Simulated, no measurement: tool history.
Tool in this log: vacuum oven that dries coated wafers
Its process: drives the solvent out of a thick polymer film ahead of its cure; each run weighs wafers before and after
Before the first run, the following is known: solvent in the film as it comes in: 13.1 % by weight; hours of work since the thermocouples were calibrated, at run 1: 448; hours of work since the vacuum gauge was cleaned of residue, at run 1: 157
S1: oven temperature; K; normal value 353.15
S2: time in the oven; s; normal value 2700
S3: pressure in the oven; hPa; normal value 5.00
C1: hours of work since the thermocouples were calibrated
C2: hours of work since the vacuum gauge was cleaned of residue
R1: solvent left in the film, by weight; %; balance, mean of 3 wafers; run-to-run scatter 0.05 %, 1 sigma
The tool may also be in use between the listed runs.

| run | day | S1 | S2 | S3 | C1 | C2 | R1 |
|---|---|---|---|---|---|---|---|
| 1 | 0.000 | 353.15 | 2700 | 5.00 | 448 | 157 | 2.83 |
| 2 | 0.462 | 366.15 | 2700 | 5.00 | 456 | 166 | 0.72 |
| 3 | 0.700 | 353.15 | 2700 | 12.88 | 461 | 171 | 2.92 |
| 4 | 0.962 | 353.15 | 2700 | 12.88 | 466 | 176 | 2.98 |
| 5 | 1.300 | 353.15 | 2700 | 6.39 | 472 | 182 | 2.86 |
| 6 | 1.700 | 349.15 | 3120 | 5.00 | 480 | 189 | 3.10 |
| 7 | 1.975 | 349.15 | 3120 | 5.00 | 485 | 195 | 3.20 |
| 8 | 2.462 | 349.15 | 3120 | 5.00 | 494 | 204 | 3.19 |
| 9 | 2.717 | 349.15 | 3120 | 5.00 | 499 | 209 | 3.17 |
| 10 | 3.075 | 349.15 | 3120 | 5.00 | 506 | 216 | 3.12 |

What if the next run were any one of these 4? Each begins from the tool's condition after run 10:
| A | 3.579 | 341.15 | 2880 | 10.63 | 515 | 225 | ? |
| B | 3.579 | 353.15 | 2700 | 15.52 | 515 | 225 | ? |
| C | 3.579 | 352.15 | 2640 | 3.00 | 515 | 225 | ? |
| D | 3.579 | 353.15 | 3240 | 9.07 | 515 | 225 | ? |

| run | R1 |
|---|---|
| A | 5.39 |
| B | 2.97 |
| C | 3.09 |
| D | 2.30 |
Without the tool's unlogged condition, the same runs would have read:
| run | R1 |
|---|---|
| A | 5.17 |
| B | 2.76 |
| C | 2.87 |
| D | 2.11 |
